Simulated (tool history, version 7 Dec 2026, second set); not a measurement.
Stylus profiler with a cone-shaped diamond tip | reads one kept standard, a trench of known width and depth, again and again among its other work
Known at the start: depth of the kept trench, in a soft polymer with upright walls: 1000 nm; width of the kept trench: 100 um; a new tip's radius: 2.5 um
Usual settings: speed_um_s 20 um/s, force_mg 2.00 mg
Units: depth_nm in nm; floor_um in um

run,hour,speed_um_s,force_mg,depth_nm,floor_um
1,0.0,20,2.00,1006.10,95.23
2,72.3,20,2.00,1005.92,95.23
3,161.6,20,2.00,1006.38,95.11
4,238.1,20,2.00,1006.33,95.08
5,323.7,20,2.00,1007.12,95.00
6,405.5,20,1.69,1006.48,94.96
7,493.0,20,1.69,1006.70,94.91
8,605.9,20,1.69,1006.78,94.78
9,738.1,20,1.69,1007.01,94.69
10,861.2,20,1.69,1007.36,94.62
11,967.9,15,0.93,1006.13,94.51
12,1053.9,38,1.86,1007.95,94.46
13,1136.0,38,1.86,1008.48,94.44
14,1225.2,38,1.86,1008.63,94.37
15,1329.2,28,3.44,1010.96,94.30
16,1393.8,6,5.27,1013.55,94.32
17,1489.6,28,0.95,1006.94,94.10
18,1603.3,57,2.50,1010.23,94.02
19,1672.1,60,2.00,1009.91,93.98
20,1792.9,60,2.00,1009.78,93.88

The same runs without the tool's hidden state, with the same run-to-run variation:
The hidden state here: radius of the tip, um; height scale over the true one, %; drift of the gauge itself on depth_nm, %; drift of the gauge itself on floor_um, %.
run,depth_nm,floor_um
1,1005.00,95.90
2,1004.67,95.95
3,1004.94,95.91
4,1004.75,95.93
5,1005.36,95.92
6,1004.56,95.94
7,1004.61,95.96
8,1004.46,95.91
9,1004.43,95.92
10,1004.54,95.94
11,1003.09,95.90
12,1004.74,95.91
13,1005.11,95.95
14,1005.07,95.94
15,1007.18,95.93
16,1009.62,96.00
17,1002.84,95.83
18,1005.88,95.83
19,1005.43,95.84
20,1005.07,95.82
